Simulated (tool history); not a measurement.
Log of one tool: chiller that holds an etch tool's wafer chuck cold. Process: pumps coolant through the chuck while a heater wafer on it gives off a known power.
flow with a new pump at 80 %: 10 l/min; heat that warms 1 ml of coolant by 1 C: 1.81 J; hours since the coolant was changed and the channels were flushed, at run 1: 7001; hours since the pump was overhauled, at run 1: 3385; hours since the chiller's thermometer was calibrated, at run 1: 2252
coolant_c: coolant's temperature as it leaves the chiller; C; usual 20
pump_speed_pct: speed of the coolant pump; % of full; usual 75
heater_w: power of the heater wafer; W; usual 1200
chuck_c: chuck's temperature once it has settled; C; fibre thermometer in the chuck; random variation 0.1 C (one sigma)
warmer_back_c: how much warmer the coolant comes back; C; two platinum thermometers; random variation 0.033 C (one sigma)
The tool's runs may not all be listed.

| run | hour | coolant_c | pump_speed_pct | heater_w | hours since the coolant was changed and the channels were flushed | hours since the pump was overhauled | hours since the chiller's thermometer was calibrated | chuck_c | warmer_back_c |
|---|---|---|---|---|---|---|---|---|---|
| 1 | 0 | 20 | 75 | 1200 | 7001 | 3385 | 2252 | 34.9 | 4.41 |
| 2 | 86.9 | 20 | 75 | 1200 | 7088 | 3471 | 2339 | 34.8 | 4.45 |
| 3 | 126 | 20 | 75 | 1200 | 7127 | 3511 | 2378 | 34.9 | 4.44 |
| 4 | 190.5 | 20 | 75 | 1200 | 7192 | 3575 | 2443 | 34.9 | 4.4 |
| 5 | 283.1 | 20 | 75 | 1200 | 7284 | 3668 | 2535 | 34.9 | 4.4 |
| 6 | 359.3 | 25 | 75 | 1200 | 7361 | 3744 | 2611 | 39.9 | 4.41 |
| 7 | 429.3 | 20 | 90 | 1200 | 7431 | 3814 | 2682 | 32.9 | 3.68 |
| 8 | 498.4 | 20 | 90 | 1200 | 7500 | 3883 | 2751 | 32.6 | 3.75 |
| 9 | 590.3 | 20 | 75 | 1200 | 7592 | 3975 | 2842 | 35.1 | 4.42 |
| 10 | 672.9 | 20 | 75 | 1200 | 7674 | 4057 | 2925 | 35.2 | 4.43 |
| 11 | 765.1 | 20 | 75 | 1200 | 7767 | 4150 | 3017 | 35.1 | 4.43 |
| 12 | 810.3 | 20 | 75 | 853 | 7812 | 4195 | 3063 | 30.4 | 3.2 |
| 13 | 887.1 | 20 | 70 | 1200 | 7888 | 4272 | 3139 | 36 | 4.8 |
| 14 | 925.3 | 17 | 75 | 1200 | 7927 | 4310 | 3178 | 32.1 | 4.44 |
| 15 | 992 | 20 | 75 | 1200 | 7993 | 4377 | 3244 | 35.1 | 4.49 |
| 16 | 1075 | 20 | 75 | 1200 | 8076 | 4460 | 3327 | 35.1 | 4.43 |
| 17 | 1149.8 | 20 | 75 | 1200 | 8151 | 4534 | 3402 | 35.2 | 4.47 |
| 18 | 1210.8 | 20 | 75 | 1200 | 8212 | 4595 | 3463 | 35.2 | 4.43 |
| 19 | 1249.4 | 20 | 75 | 1200 | 8251 | 4634 | 3502 | 35.3 | 4.51 |
| 20 | 1288.1 | 16 | 68 | 1200 | 8290 | 4673 | 3540 | 32.7 | 4.99 |
| 21 | 1346.2 | 16 | 68 | 1200 | 8348 | 4731 | 3598 | 32.6 | 4.97 |
| 22 | 1395.8 | 26 | 89 | 1200 | 8397 | 4780 | 3648 | 38.8 | 3.76 |
| 23 | 1443.3 | 24 | 61 | 1268 | 8445 | 4828 | 3696 | 43.5 | 5.82 |
| 24 | 1495.6 | 13 | 92 | 1466 | 8497 | 4880 | 3748 | 28.5 | 4.42 |
| 25 | 1582.3 | 21 | 94 | 1220 | 8584 | 4967 | 3835 | 33.7 | 3.6 |
| 26 | 1620.6 | 29 | 99 | 740 | 8622 | 5005 | 3873 | 36.3 | 2.11 |
| 27 | 1710 | 29 | 99 | 740 | 8711 | 5094 | 3962 | 36 | 2.08 |
| 28 | 1797.4 | 17 | 75 | 681 | 8799 | 5182 | 4050 | 25.5 | 2.54 |
| 29 | 1843.7 | 17 | 75 | 681 | 8845 | 5228 | 4096 | 25.5 | 2.55 |
| 30 | 1916.2 | 20 | 88 | 772 | 8918 | 5301 | 4168 | 28.5 | 2.46 |
| 31 | 1993.3 | 20 | 61 | 806 | 8995 | 5378 | 4246 | 32.5 | 3.75 |

Hidden state or all else? Some run-to-run changes of chuck_c, split into what the settings, what came in and random variation would give without the hidden state, and what is left for the hidden state (with any gauge scatter that isn't in both results):
The hidden state here: heat passed by the chuck's channels, % of clean ones'; flow at a given pump speed, % of a new pump's; coolant's true temperature over the reading, C; drift of the gauge itself on chuck_c, C; drift of the gauge itself on warmer_back_c, C.
Run 6 -> 7: coolant_c 25 -> 20, pump_speed_pct 75 -> 90. chuck_c -7 C: hidden state -0.4, all else -6.6.
Run 12 -> 13: pump_speed_pct 75 -> 70, heater_w 853 -> 1200. chuck_c +5.6 C: hidden state +0.7, all else +4.9.
Run 22 -> 23: coolant_c 26 -> 24, pump_speed_pct 89 -> 61, heater_w 1200 -> 1268. chuck_c +4.7 C: hidden state +1, all else +3.7.
Run 23 -> 24: coolant_c 24 -> 13, pump_speed_pct 61 -> 92, heater_w 1268 -> 1466. chuck_c -15 C: hidden state -0.6, all else -14.4.
Run 25 -> 26: coolant_c 21 -> 29, pump_speed_pct 94 -> 99, heater_w 1220 -> 740. chuck_c +2.6 C: hidden state -0.8, all else +3.4.
Run 27 -> 28: coolant_c 29 -> 17, pump_speed_pct 99 -> 75, heater_w 740 -> 681. chuck_c -10.5 C: hidden state +0.2, all else -10.7.
